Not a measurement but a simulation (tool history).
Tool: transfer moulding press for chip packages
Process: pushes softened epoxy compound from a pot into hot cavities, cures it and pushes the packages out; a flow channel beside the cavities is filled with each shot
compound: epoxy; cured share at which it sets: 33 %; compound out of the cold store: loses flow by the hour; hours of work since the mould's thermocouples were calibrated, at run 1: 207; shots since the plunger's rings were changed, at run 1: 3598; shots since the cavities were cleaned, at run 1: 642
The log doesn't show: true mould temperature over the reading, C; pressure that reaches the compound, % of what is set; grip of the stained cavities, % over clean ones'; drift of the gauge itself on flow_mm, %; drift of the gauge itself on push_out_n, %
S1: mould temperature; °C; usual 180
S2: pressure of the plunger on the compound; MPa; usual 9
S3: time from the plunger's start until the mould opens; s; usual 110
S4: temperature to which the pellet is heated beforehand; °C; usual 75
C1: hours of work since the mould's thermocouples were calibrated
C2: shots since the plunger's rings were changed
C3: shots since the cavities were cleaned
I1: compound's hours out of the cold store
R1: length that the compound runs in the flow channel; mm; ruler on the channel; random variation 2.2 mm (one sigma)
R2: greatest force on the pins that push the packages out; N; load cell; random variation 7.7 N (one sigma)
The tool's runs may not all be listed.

run,day,S1,S2,S3,S4,C1,C2,C3,I1,R1,R2
1,0,180,9,110,75,207,3598,642,25.4,679,578
# day 0.796: cavities cleaned with cleaning compound and waxed
2,1.083,180,9,110,75,222,3821,63,29.2,662,341
3,1.742,180,9,110,75,231,3964,206,10.4,741,448
4,2.921,180,9,110,75,247,4221,463,29.8,662,506
5,3.633,180,9,110,75,257,4376,618,40.5,616,549
6,4.338,180,9,110,75,267,4529,771,43,606,557
# day 4.575: cavities cleaned with cleaning compound and waxed
7,5.058,180,9,110,75,276,4674,106,40.7,613,361
# day 5.233: mould's thermocouples calibrated
8,6.262,180,9,110,74,14,4918,350,21.5,690,473
9,7.146,180,9,110,74,27,5110,542,35.7,630,513
# day 8.108: plunger's sealing rings changed
# day 8.3: mould's thermocouples calibrated, once more
10,8.5,180,10.97,110,75,3,66,796,20.9,803,588
# day 8.642: cavities cleaned with cleaning compound and waxed
11,9.629,180,10.97,110,75,18,299,215,44.6,699,422
12,10.5,180,9,136,66,30,489,405,34.9,666,430
13,11.354,176,9.01,122,77,42,675,591,46.8,627,529
14,12.067,175,7.04,110,73,52,830,746,11.2,690,738
# day 12.388: cavities cleaned with cleaning compound and waxed
15,12.988,187,10.2,122,71,64,1018,132,23.3,739,334
16,13.512,187,8.87,122,69,71,1132,246,40.7,619,403
17,14.046,187,8.87,122,69,78,1248,362,40.6,617,428
18,15.221,187,8.87,122,69,95,1504,618,41.6,614,507
# day 16.196: cavities cleaned with cleaning compound and waxed
19,16.35,176,10.58,122,69,110,1737,34,27.8,758,355
20,17.504,175,10.58,122,69,126,1989,286,26.3,765,468
21,18.083,175,10.58,122,69,134,2114,411,16.9,807,533

4 ways to go on from here, each from the tool as it stands after run 21. What would each give?
A,19.05,175,9.28,109,69,147,2325,622,12.5,?,?
B,19.05,173,9,110,73,147,2325,622,11.6,?,?
C,19.05,175,9.15,98,77,147,2325,622,19.3,?,?
D,19.05,179,10.58,122,69,147,2325,622,27.9,?,?

run,R1,R2
A,774,724
B,773,785
C,735,889
D,743,513
Without the tool's hidden state the same runs would have given:
run,R1,R2
A,795,427
B,793,461
C,755,525
D,763,298

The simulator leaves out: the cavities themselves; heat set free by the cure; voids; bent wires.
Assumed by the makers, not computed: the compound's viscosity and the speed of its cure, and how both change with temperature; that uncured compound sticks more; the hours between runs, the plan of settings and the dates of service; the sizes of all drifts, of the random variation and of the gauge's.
